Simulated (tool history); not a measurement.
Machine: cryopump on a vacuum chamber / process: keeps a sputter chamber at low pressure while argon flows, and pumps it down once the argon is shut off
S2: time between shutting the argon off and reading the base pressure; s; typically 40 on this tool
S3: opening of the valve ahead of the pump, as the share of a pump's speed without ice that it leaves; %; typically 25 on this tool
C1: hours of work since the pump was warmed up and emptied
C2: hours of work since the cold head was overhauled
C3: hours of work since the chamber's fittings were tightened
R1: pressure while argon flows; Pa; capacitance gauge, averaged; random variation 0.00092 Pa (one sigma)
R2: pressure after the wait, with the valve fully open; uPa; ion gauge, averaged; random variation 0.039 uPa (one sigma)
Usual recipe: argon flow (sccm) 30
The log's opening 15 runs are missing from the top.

Run 16, day 46.946: usual settings; C1 291; C2 2551; C3 1351. Result: R1 0.2083 Pa, R2 3.72 uPa.
Run 17, day 50.112: usual settings; C1 333; C2 2592; C3 1392. Result: R1 0.2086 Pa, R2 3.97 uPa.
Run 18, day 54.067: usual settings but argon flow (sccm) 49, S2 124 s; C1 385; C2 2644; C3 1444. Result: R1 0.3463 Pa, R2 2.80 uPa.
At day 54.804: pump warmed up, emptied and cooled again.
Run 19, day 56.083: usual settings but argon flow (sccm) 18, S2 54 s, S3 27 %; C1 17; C2 2668; C3 1468. Result: R1 0.1080 Pa, R2 2.93 uPa.
Run 20, day 59.246: usual settings but argon flow (sccm) 18; C1 58; C2 2709; C3 1509. Result: R1 0.1176 Pa, R2 3.57 uPa.
Run 21, day 63.121: usual settings but argon flow (sccm) 18, S3 26 %; C1 109; C2 2760; C3 1560. Result: R1 0.1143 Pa, R2 3.77 uPa.
Run 22, day 67.054: usual settings but argon flow (sccm) 46, S2 111 s, S3 26 %; C1 161; C2 2812; C3 1612. Result: R1 0.2930 Pa, R2 2.62 uPa.
Run 23, day 68.862: usual settings but argon flow (sccm) 38, S2 268 s, S3 54 %; C1 184; C2 2835; C3 1635. Result: R1 0.1243 Pa, R2 2.22 uPa.
Run 24, day 71.562: usual settings but S2 54 s; C1 220; C2 2871; C3 1671. Result: R1 0.2029 Pa, R2 3.61 uPa.
Run 25, day 73.671: usual settings but argon flow (sccm) 22, S2 244 s, S3 27 %; C1 247; C2 2898; C3 1698. Result: R1 0.1404 Pa, R2 2.43 uPa.
Run 26, day 77.571: usual settings but argon flow (sccm) 22, S2 244 s, S3 27 %; C1 299; C2 2949; C3 1750. Result: R1 0.1422 Pa, R2 2.59 uPa.
Run 27, day 79.404: usual settings but argon flow (sccm) 22, S2 244 s, S3 27 %; C1 323; C2 2974; C3 1774. Result: R1 0.1420 Pa, R2 2.68 uPa.
Run 28, day 82.933: usual settings but argon flow (sccm) 22, S2 244 s, S3 27 %; C1 369; C2 3020; C3 1820. Result: R1 0.1450 Pa, R2 2.89 uPa.
At day 84.925: pump warmed up, emptied and cooled again.
Run 29, day 87.192: usual settings; C1 30; C2 3073; C3 1873. Result: R1 0.1941 Pa, R2 3.85 uPa.
Run 30, day 90.088: usual settings but argon flow (sccm) 12, S2 35 s; C1 68; C2 3111; C3 1911. Result: R1 0.0785 Pa, R2 4.17 uPa.
At day 92.538: leaking fittings of the chamber tightened, without venting.
Run 31, day 93.517: usual settings but argon flow (sccm) 12, S2 35 s; C1 112; C2 3155; C3 13. Result: R1 0.0793 Pa, R2 2.57 uPa.
Run 32, day 97.546: usual settings but argon flow (sccm) 34, S2 91 s; C1 164; C2 3208; C3 66. Result: R1 0.2285 Pa, R2 1.26 uPa.
Run 33, day 101.033: usual settings but argon flow (sccm) 38, S3 59 %; C1 210; C2 3253; C3 111. Result: R1 0.1152 Pa, R2 2.43 uPa.

Below are 5 alternative next runs, each starting from the tool's condition after run 33. Predict each:
Run A, day 104.279: usual settings but argon flow (sccm) 15, S2 126 s, S3 30 %; C1 253; C2 3296; C3 154. Result: R1 ?, R2 ?.
Run B, day 104.279: usual settings but argon flow (sccm) 24; C1 253; C2 3296; C3 154. Result: R1 ?, R2 ?.
Run C, day 104.279: usual settings but argon flow (sccm) 23, S2 86 s, S3 35 %; C1 253; C2 3296; C3 154. Result: R1 ?, R2 ?.
Run D, day 104.279: usual settings but S2 30 s, S3 20 %; C1 253; C2 3296; C3 154. Result: R1 ?, R2 ?.
Run E, day 104.279: usual settings but argon flow (sccm) 29, S2 24 s, S3 23 %; C1 253; C2 3296; C3 154. Result: R1 ?, R2 ?.

run      R1    R2
  A  0.0872  1.11
  B  0.1643  2.45
  C  0.1158  1.46
  D  0.2546  3.06
  E  0.2139  3.73
With no hidden state in the tool, these same runs would have given:
run      R1    R2
  A  0.0805  0.86
  B  0.1537  2.20
  C  0.1055  1.21
  D  0.2412  2.81
  E  0.2010  3.48
